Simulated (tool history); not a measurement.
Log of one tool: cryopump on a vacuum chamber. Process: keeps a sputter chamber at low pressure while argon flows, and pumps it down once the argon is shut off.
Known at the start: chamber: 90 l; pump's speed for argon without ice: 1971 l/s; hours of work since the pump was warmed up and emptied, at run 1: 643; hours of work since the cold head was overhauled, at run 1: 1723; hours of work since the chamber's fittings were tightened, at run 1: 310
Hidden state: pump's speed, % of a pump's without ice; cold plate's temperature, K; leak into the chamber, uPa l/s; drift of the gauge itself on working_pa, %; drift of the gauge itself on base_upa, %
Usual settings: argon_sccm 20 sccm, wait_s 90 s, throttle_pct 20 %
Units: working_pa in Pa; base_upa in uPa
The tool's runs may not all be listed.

run	hour	argon_sccm	wait_s	throttle_pct	hours of work since the pump was warmed up and emptied	hours of work since the cold head was overhauled	hours of work since the chamber's fittings were tightened	working_pa	base_upa
1	0.0	20	90	20	643	1723	310	0.0881	0.59
2	87.1	20	90	47	710	1791	377	0.0394	0.64
3	186.9	20	90	47	787	1867	454	0.0395	0.69
4	265.9	20	90	47	848	1928	514	0.0402	0.69
5	331.2	20	90	47	898	1979	565	0.0402	0.67
6	413.0	20	96	20	961	2042	628	0.0896	0.77
7	496.9	20	90	20	1026	2106	692	0.0896	0.81
# hour 574.1: pump warmed up, emptied and cooled again
8	580.5	16	61	22	5	2167	753	0.0624	0.83
9	657.3	35	232	18	64	2226	812	0.1680	0.60
10	727.1	35	232	18	118	2280	866	0.1693	0.59
11	806.3	20	116	18	179	2341	927	0.0961	0.75
12	879.2	20	116	18	235	2397	983	0.0963	0.77
13	991.6	15	90	20	322	2484	1070	0.0656	0.86
14	1062.6	15	90	20	376	2538	1124	0.0651	0.96

5 ways to go on from here, each from the tool as it stands after run 14. What would each give?
A	1179.7	20	118	20	467	2629	1215	?	?
B	1179.7	19	25	20	467	2629	1215	?	?
C	1179.7	22	90	43	467	2629	1215	?	?
D	1179.7	15	42	39	467	2629	1215	?	?
E	1179.7	15	90	15	467	2629	1215	?	?

run	working_pa	base_upa
A	0.0882	0.88
B	0.0832	1.64
C	0.0458	0.99
D	0.0346	1.25
E	0.0877	0.95
Without the tool's hidden state the same runs would have given:
run	working_pa	base_upa
A	0.0861	0.34
B	0.0813	1.11
C	0.0435	0.43
D	0.0330	0.71
E	0.0861	0.40

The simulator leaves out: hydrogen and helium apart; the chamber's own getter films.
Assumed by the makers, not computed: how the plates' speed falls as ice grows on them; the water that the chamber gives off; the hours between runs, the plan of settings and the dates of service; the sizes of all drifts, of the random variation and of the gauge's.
